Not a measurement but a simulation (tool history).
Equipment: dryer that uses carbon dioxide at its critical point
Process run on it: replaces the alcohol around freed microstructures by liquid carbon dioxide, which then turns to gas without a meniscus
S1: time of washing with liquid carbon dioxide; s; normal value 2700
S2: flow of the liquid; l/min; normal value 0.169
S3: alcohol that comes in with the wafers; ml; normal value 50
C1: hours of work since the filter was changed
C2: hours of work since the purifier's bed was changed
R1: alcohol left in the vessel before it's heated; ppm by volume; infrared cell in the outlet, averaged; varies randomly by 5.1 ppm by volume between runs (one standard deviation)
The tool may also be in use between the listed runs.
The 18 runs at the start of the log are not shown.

run,hour,S1,S2,S3,C1,C2,R1
19,354.8,2700,0.223,50,404,307,81
20,380.6,2700,0.223,50,417,320,75
21,400.7,3960,0.218,40,427,329,58
22,419.9,2700,0.169,74,436,339,267
23,442.1,2700,0.169,35,447,349,159
24,464.6,2580,0.169,46,458,360,236
25,483.7,2040,0.282,50,467,370,89
26,510.9,2040,0.284,35,480,383,94
27,534.6,3240,0.123,69,492,394,548
28,551.2,2160,0.200,76,500,402,407
29,570.7,3840,0.169,50,509,412,86
30,590.0,3600,0.112,44,519,421,366
# hour 594.6: inlet filter changed
31,614.6,3600,0.112,35,10,433,146
32,630.7,2760,0.169,116,17,440,180
33,652.8,2700,0.244,37,28,451,72
34,670.1,2700,0.169,81,37,460,171
35,698.6,1860,0.164,50,50,473,653
36,715.4,2700,0.227,21,59,482,79
37,727.4,2700,0.227,21,64,487,83
38,746.9,2700,0.276,50,74,497,84

5 options for the next run, each taken on its own from the tool as it stands now. Forecast them:
A,772.7,1800,0.188,66,86,509,?
B,772.7,3480,0.137,29,86,509,?
C,772.7,1800,0.246,21,86,509,?
D,772.7,3420,0.276,50,86,509,?
E,772.7,4080,0.212,50,86,509,?

run,R1
A,548
B,107
C,112
D,82
E,83
With the hidden condition removed and each run's random variation left untouched, the same runs would have given:
run,R1
A,402
B,23
C,27
D,4
E,5

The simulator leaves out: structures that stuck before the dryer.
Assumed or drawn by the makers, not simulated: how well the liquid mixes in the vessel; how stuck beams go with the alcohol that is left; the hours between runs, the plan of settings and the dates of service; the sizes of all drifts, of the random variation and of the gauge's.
